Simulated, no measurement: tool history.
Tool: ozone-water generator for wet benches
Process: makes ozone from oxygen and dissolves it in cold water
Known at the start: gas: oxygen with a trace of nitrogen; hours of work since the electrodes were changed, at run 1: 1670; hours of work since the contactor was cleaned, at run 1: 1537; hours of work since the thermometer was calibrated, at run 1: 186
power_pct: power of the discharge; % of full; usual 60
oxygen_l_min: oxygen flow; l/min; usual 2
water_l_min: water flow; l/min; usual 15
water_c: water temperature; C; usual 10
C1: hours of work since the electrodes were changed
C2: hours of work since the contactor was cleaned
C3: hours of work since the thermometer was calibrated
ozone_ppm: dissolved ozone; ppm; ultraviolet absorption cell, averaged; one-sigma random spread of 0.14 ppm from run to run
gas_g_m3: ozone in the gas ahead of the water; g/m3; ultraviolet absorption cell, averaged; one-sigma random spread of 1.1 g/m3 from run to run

run 1 day=0 | power_pct=60 oxygen_l_min=2 water_l_min=15 water_c=10 | C1=1670 C2=1537 C3=186 | ozone_ppm=16 gas_g_m3=192.2
run 2 day=5.071 | power_pct=60 oxygen_l_min=2 water_l_min=15 water_c=7 | C1=1767 C2=1634 C3=283 | ozone_ppm=16.5 gas_g_m3=189.2
run 3 day=10.204 | power_pct=60 oxygen_l_min=2 water_l_min=15 water_c=7 | C1=1865 C2=1733 C3=381 | ozone_ppm=16.2 gas_g_m3=189.8
run 4 day=16.988 | power_pct=60 oxygen_l_min=2 water_l_min=15 water_c=15 | C1=1995 C2=1863 C3=511 | ozone_ppm=15.2 gas_g_m3=189.7
run 5 day=20.396 | power_pct=60 oxygen_l_min=3.01 water_l_min=15 water_c=15 | C1=2061 C2=1928 C3=577 | ozone_ppm=16.3 gas_g_m3=156.1
run 6 day=26.35 | power_pct=60 oxygen_l_min=2 water_l_min=11 water_c=10 | C1=2175 C2=2042 C3=691 | ozone_ppm=20.6 gas_g_m3=186.1
run 7 day=32 | power_pct=60 oxygen_l_min=2 water_l_min=16 water_c=10 | C1=2283 C2=2151 C3=799 | ozone_ppm=14.5 gas_g_m3=186.6
run 8 day=36.038 | power_pct=60 oxygen_l_min=2 water_l_min=16 water_c=10 | C1=2360 C2=2228 C3=877 | ozone_ppm=14.5 gas_g_m3=184.4
run 9 day=40.417 | power_pct=60 oxygen_l_min=2 water_l_min=16 water_c=10 | C1=2444 C2=2312 C3=961 | ozone_ppm=14.3 gas_g_m3=182.5
run 10 day=44.646 | power_pct=60 oxygen_l_min=2 water_l_min=16 water_c=10 | C1=2525 C2=2393 C3=1042 | ozone_ppm=14.3 gas_g_m3=185.4
-- day=48.896 contactor cleaned
run 11 day=50.633 | power_pct=60 oxygen_l_min=2 water_l_min=16 water_c=10 | C1=2637 C2=33 C3=1153 | ozone_ppm=14.4 gas_g_m3=183.2
run 12 day=57.075 | power_pct=60 oxygen_l_min=2 water_l_min=15 water_c=10 | C1=2761 C2=157 C3=1277 | ozone_ppm=15.6 gas_g_m3=182.8
run 13 day=60.692 | power_pct=60 oxygen_l_min=2 water_l_min=15 water_c=10 | C1=2830 C2=226 C3=1346 | ozone_ppm=15.4 gas_g_m3=181.9
run 14 day=66.125 | power_pct=48 oxygen_l_min=2 water_l_min=15 water_c=10 | C1=2934 C2=330 C3=1450 | ozone_ppm=13.8 gas_g_m3=164.3
run 15 day=71.258 | power_pct=60 oxygen_l_min=2 water_l_min=15 water_c=10 | C1=3032 C2=429 C3=1549 | ozone_ppm=15.2 gas_g_m3=180
run 16 day=75.725 | power_pct=60 oxygen_l_min=2 water_l_min=13 water_c=10 | C1=3118 C2=514 C3=1634 | ozone_ppm=17.3 gas_g_m3=178
run 17 day=81.321 | power_pct=60 oxygen_l_min=2 water_l_min=15 water_c=10 | C1=3225 C2=622 C3=1742 | ozone_ppm=15.2 gas_g_m3=178.4
run 18 day=84.404 | power_pct=60 oxygen_l_min=2.8 water_l_min=19 water_c=10 | C1=3285 C2=681 C3=1801 | ozone_ppm=13.1 gas_g_m3=151.1
run 19 day=88.279 | power_pct=67 oxygen_l_min=2.8 water_l_min=16 water_c=12 | C1=3359 C2=755 C3=1875 | ozone_ppm=15.9 gas_g_m3=158.5
run 20 day=92.992 | power_pct=60 oxygen_l_min=2 water_l_min=10 water_c=13 | C1=3449 C2=845 C3=1965 | ozone_ppm=20.9 gas_g_m3=175.9

Expected results for the next run?
run 21 day=95.979 | power_pct=66 oxygen_l_min=2 water_l_min=15 water_c=17 | C1=3506 C2=903 C3=2023 | ozone_ppm=? gas_g_m3=?

{"run 21": {"ozone_ppm": 14.7, "gas_g_m3": 182.7}}
With no hidden state in the tool, this same run would have given ozone_ppm 17.3 ppm, gas_g_m3 212.5 g/m3.

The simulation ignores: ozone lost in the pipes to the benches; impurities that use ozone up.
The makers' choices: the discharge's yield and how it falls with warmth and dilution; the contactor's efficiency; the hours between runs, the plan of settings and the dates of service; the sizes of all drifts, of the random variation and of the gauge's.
